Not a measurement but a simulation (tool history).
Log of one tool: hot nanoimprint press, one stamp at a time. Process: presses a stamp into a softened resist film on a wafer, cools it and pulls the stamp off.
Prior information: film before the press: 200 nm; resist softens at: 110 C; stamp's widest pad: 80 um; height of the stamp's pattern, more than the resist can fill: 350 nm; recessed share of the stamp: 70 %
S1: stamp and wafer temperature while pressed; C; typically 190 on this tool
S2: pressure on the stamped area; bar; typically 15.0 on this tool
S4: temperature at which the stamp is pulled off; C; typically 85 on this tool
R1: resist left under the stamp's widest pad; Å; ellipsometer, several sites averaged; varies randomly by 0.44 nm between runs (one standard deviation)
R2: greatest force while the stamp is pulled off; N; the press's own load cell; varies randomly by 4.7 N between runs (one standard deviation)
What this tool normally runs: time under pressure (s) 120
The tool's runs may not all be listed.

run 1 day=0.000 | S1=190 S2=15.0 time_under_pressure_(s)=120 S4=85 | R1=1075 R2=294
run 2 day=1.921 | S1=190 S2=15.0 time_under_pressure_(s)=120 S4=85 | R1=1078 R2=297
run 3 day=3.379 | S1=190 S2=15.0 time_under_pressure_(s)=120 S4=85 | R1=1086 R2=295
run 4 day=4.604 | S1=190 S2=15.0 time_under_pressure_(s)=120 S4=85 | R1=1083 R2=311
run 5 day=6.667 | S1=190 S2=15.0 time_under_pressure_(s)=120 S4=85 | R1=1085 R2=314
run 6 day=8.492 | S1=190 S2=15.0 time_under_pressure_(s)=120 S4=85 | R1=1079 R2=312
run 7 day=9.700 | S1=190 S2=15.0 time_under_pressure_(s)=120 S4=85 | R1=1090 R2=320
run 8 day=11.412 | S1=188 S2=15.0 time_under_pressure_(s)=120 S4=85 | R1=1147 R2=332
run 9 day=12.833 | S1=190 S2=15.0 time_under_pressure_(s)=117 S4=85 | R1=1105 R2=336
run 10 day=14.042 | S1=190 S2=15.0 time_under_pressure_(s)=117 S4=85 | R1=1099 R2=341
run 11 day=15.942 | S1=190 S2=15.0 time_under_pressure_(s)=120 S4=83 | R1=1091 R2=352
run 12 day=17.588 | S1=190 S2=9.3 time_under_pressure_(s)=120 S4=85 | R1=1297 R2=351
run 13 day=19.404 | S1=190 S2=15.0 time_under_pressure_(s)=222 S4=85 | R1=882 R2=364
run 14 day=20.417 | S1=190 S2=15.0 time_under_pressure_(s)=120 S4=85 | R1=1107 R2=383
run 15 day=21.646 | S1=190 S2=15.0 time_under_pressure_(s)=120 S4=85 | R1=1112 R2=375
-- day=22.683 plate thermocouple calibrated
run 16 day=23.688 | S1=190 S2=21.1 time_under_pressure_(s)=120 S4=85 | R1=943 R2=375
run 17 day=25.629 | S1=188 S2=15.0 time_under_pressure_(s)=120 S4=85 | R1=1145 R2=381
-- day=26.438 stamp cleaned and given a new release coat
run 18 day=27.679 | S1=190 S2=15.4 time_under_pressure_(s)=120 S4=90 | R1=1059 R2=220
run 19 day=29.979 | S1=190 S2=9.4 time_under_pressure_(s)=120 S4=79 | R1=1271 R2=263
run 20 day=31.912 | S1=185 S2=15.0 time_under_pressure_(s)=75 S4=85 | R1=1413 R2=244
run 21 day=33.942 | S1=178 S2=15.7 time_under_pressure_(s)=77 S4=85 | R1=1600 R2=258
run 22 day=34.892 | S1=178 S2=15.7 time_under_pressure_(s)=77 S4=85 | R1=1599 R2=263
run 23 day=36.267 | S1=181 S2=13.5 time_under_pressure_(s)=120 S4=77 | R1=1416 R2=286
run 24 day=38.017 | S1=181 S2=13.5 time_under_pressure_(s)=120 S4=77 | R1=1430 R2=288
run 25 day=40.271 | S1=182 S2=11.9 time_under_pressure_(s)=120 S4=85 | R1=1449 R2=276
run 26 day=41.867 | S1=197 S2=18.5 time_under_pressure_(s)=140 S4=85 | R1=778 R2=273
run 27 day=43.775 | S1=197 S2=18.5 time_under_pressure_(s)=140 S4=77 | R1=786 R2=313
run 28 day=45.662 | S1=197 S2=18.5 time_under_pressure_(s)=140 S4=77 | R1=779 R2=319
run 29 day=47.092 | S1=194 S2=18.1 time_under_pressure_(s)=78 S4=77 | R1=1069 R2=320
run 30 day=48.446 | S1=194 S2=18.1 time_under_pressure_(s)=78 S4=77 | R1=1073 R2=325

Below are 4 alternative next runs, each starting from the tool's condition after run 30. Predict each:
run A day=50.033 | S1=183 S2=15.0 time_under_pressure_(s)=120 S4=85 | R1=? R2=?
run B day=50.033 | S1=179 S2=15.0 time_under_pressure_(s)=120 S4=84 | R1=? R2=?
run C day=50.033 | S1=190 S2=23.7 time_under_pressure_(s)=120 S4=85 | R1=? R2=?
run D day=50.033 | S1=183 S2=11.3 time_under_pressure_(s)=120 S4=77 | R1=? R2=?

run=A R1=1341 R2=320
run=B R1=1463 R2=329
run=C R1=948 R2=331
run=D R1=1446 R2=335
With the hidden condition removed and each run's random variation left untouched, the same runs would have given:
run=A R1=1279 R2=232
run=B R1=1404 R2=239
run=C R1=880 R2=240
run=D R1=1393 R2=243
